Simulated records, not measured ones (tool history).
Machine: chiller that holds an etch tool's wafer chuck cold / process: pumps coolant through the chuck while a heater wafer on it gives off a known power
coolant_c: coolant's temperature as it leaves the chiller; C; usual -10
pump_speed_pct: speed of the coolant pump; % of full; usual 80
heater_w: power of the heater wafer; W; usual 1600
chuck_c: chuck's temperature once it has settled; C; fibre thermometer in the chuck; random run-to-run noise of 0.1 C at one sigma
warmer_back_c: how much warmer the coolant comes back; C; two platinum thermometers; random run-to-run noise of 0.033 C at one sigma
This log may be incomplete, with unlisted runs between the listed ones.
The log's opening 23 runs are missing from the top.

| run | hour | coolant_c | pump_speed_pct | heater_w | chuck_c | warmer_back_c |
|---|---|---|---|---|---|---|
| 24 | 521.5 | -15 | 86 | 1856 | 6.1 | 4.64 |
| 25 | 538.1 | -18 | 72 | 1856 | 6 | 5.6 |
| 26 | 564 | -3 | 73 | 827 | 7.7 | 2.42 |
| 27 | 598 | -6 | 80 | 1743 | 14.9 | 4.73 |
| 28 | 626.6 | -6 | 80 | 1743 | 14.6 | 4.74 |
| 29 | 644.4 | -12 | 89 | 1600 | 5.5 | 3.83 |
| 30 | 671.5 | -11 | 76 | 1353 | 5.7 | 3.83 |
| 31 | 693.7 | -11 | 76 | 1353 | 6 | 3.82 |

Each row is a separate what-if for the run after 31, all from the same tool condition, not one after another. Results?
| A | 725.8 | 0 | 85 | 1392 | ? | ? |
| B | 725.8 | -9 | 81 | 2093 | ? | ? |
| C | 725.8 | 0 | 80 | 936 | ? | ? |

| run | chuck_c | warmer_back_c |
|---|---|---|
| A | 15.8 | 3.53 |
| B | 15.8 | 5.61 |
| C | 11.1 | 2.58 |
Without the tool's unlogged condition, the same runs would have read:
| run | chuck_c | warmer_back_c |
|---|---|---|
| A | 15.7 | 3.53 |
| B | 15.8 | 5.61 |
| C | 11.1 | 2.58 |
